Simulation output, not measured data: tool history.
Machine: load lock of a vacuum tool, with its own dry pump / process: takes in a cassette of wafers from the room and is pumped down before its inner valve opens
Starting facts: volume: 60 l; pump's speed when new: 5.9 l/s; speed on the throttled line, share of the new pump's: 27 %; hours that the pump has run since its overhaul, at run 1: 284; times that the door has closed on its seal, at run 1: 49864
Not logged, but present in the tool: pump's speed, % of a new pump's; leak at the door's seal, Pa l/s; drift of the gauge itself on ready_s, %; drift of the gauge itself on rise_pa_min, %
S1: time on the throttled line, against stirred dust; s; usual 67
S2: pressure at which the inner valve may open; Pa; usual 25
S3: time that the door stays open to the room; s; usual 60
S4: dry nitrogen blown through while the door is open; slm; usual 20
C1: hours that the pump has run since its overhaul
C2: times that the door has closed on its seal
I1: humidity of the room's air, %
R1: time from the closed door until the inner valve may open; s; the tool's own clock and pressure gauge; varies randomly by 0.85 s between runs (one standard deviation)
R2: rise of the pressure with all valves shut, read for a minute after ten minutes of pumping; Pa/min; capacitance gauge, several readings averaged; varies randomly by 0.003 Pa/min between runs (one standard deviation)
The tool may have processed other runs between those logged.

{"run": 1, "hour": 0.0, "S1": 67, "S2": 25, "S3": 60, "S4": 20, "C1": 284, "C2": 49864, "I1": 43.9, "R1": 135, "R2": 0.147}
{"run": 2, "hour": 398.1, "S1": 67, "S2": 25, "S3": 118, "S4": 20, "C1": 682, "C2": 51379, "I1": 46.6, "R1": 134.6, "R2": 0.164}
{"run": 3, "hour": 842.9, "S1": 67, "S2": 25, "S3": 118, "S4": 20, "C1": 1127, "C2": 53071, "I1": 42.6, "R1": 135.4, "R2": 0.178}
{"run": 4, "hour": 1145.7, "S1": 67, "S2": 25, "S3": 60, "S4": 9, "C1": 1429, "C2": 54223, "I1": 48.2, "R1": 137.4, "R2": 0.177}
{"run": 5, "hour": 1362.9, "S1": 67, "S2": 25, "S3": 60, "S4": 9, "C1": 1647, "C2": 55050, "I1": 44, "R1": 134.8, "R2": 0.174}
{"run": 6, "hour": 1755.6, "S1": 67, "S2": 25, "S3": 60, "S4": 9, "C1": 2039, "C2": 56544, "I1": 43.3, "R1": 136.6, "R2": 0.182}
{"run": 7, "hour": 1965.6, "S1": 67, "S2": 25, "S3": 29, "S4": 20, "C1": 2249, "C2": 57343, "I1": 46.3, "R1": 136.1, "R2": 0.184}
{"run": 8, "hour": 2268.0, "S1": 67, "S2": 25, "S3": 29, "S4": 20, "C1": 2552, "C2": 58494, "I1": 46.6, "R1": 136.4, "R2": 0.179}
{"run": 9, "hour": 2497.1, "S1": 67, "S2": 25, "S3": 29, "S4": 20, "C1": 2781, "C2": 59365, "I1": 40.7, "R1": 137, "R2": 0.188}
{"run": 10, "hour": 2808.7, "S1": 67, "S2": 25, "S3": 29, "S4": 20, "C1": 3092, "C2": 60551, "I1": 48, "R1": 136, "R2": 0.19}
{"run": 11, "hour": 3148.2, "S1": 67, "S2": 25, "S3": 116, "S4": 20, "C1": 3432, "C2": 61843, "I1": 42.5, "R1": 137.1, "R2": 0.207}
{"run": 12, "hour": 3392.0, "S1": 67, "S2": 25, "S3": 60, "S4": 4, "C1": 3676, "C2": 62771, "I1": 44.4, "R1": 138.5, "R2": 0.217}
{"run": 13, "hour": 3811.5, "S1": 67, "S2": 25, "S3": 60, "S4": 4, "C1": 4095, "C2": 64367, "I1": 46, "R1": 137.8, "R2": 0.228}
{"run": 14, "hour": 4010.4, "S1": 67, "S2": 25, "S3": 60, "S4": 4, "C1": 4294, "C2": 65124, "I1": 41.6, "R1": 136.8, "R2": 0.227}
{"run": 15, "hour": 4224.5, "S1": 67, "S2": 25, "S3": 60, "S4": 4, "C1": 4508, "C2": 65939, "I1": 45.3, "R1": 137.4, "R2": 0.237}
{"run": 16, "hour": 4447.4, "S1": 59, "S2": 47, "S3": 60, "S4": 20, "C1": 4731, "C2": 66786, "I1": 44.5, "R1": 125.3, "R2": 0.228}
{"run": 17, "hour": 4743.1, "S1": 59, "S2": 40, "S3": 60, "S4": 36, "C1": 5027, "C2": 67912, "I1": 46.6, "R1": 125.5, "R2": 0.221}
{"hour": 5116.8, "done": "door's seal changed, seat wiped"}
{"run": 18, "hour": 5116.8, "S1": 126, "S2": 28, "S3": 55, "S4": 20, "C1": 5399, "C2": 0, "I1": 43.8, "R1": 181.5, "R2": 0.021}
{"run": 19, "hour": 5457.1, "S1": 126, "S2": 25, "S3": 55, "S4": 20, "C1": 5739, "C2": 1295, "I1": 43.3, "R1": 181.7, "R2": 0.02}
{"run": 20, "hour": 5716.9, "S1": 126, "S2": 25, "S3": 55, "S4": 20, "C1": 5999, "C2": 2283, "I1": 44.4, "R1": 178.7, "R2": 0.021}
{"run": 21, "hour": 6035.8, "S1": 126, "S2": 25, "S3": 55, "S4": 20, "C1": 6318, "C2": 3497, "I1": 44.2, "R1": 181.4, "R2": 0.023}
{"run": 22, "hour": 6436.0, "S1": 67, "S2": 38, "S3": 44, "S4": 5, "C1": 6718, "C2": 5020, "I1": 45.1, "R1": 134.2, "R2": 0.038}

Predict the results of run 23:
{"run": 23, "hour": 6724.3, "S1": 58, "S2": 28, "S3": 44, "S4": 5, "C1": 7006, "C2": 6117, "I1": 43.9, "R1": "?", "R2": "?"}

R1: 130.6 s
R2: 0.033 Pa/min
With the hidden condition absent and the run-to-run variation left alone, this run would have shown R1 126.2 s, R2 0.027 Pa/min.

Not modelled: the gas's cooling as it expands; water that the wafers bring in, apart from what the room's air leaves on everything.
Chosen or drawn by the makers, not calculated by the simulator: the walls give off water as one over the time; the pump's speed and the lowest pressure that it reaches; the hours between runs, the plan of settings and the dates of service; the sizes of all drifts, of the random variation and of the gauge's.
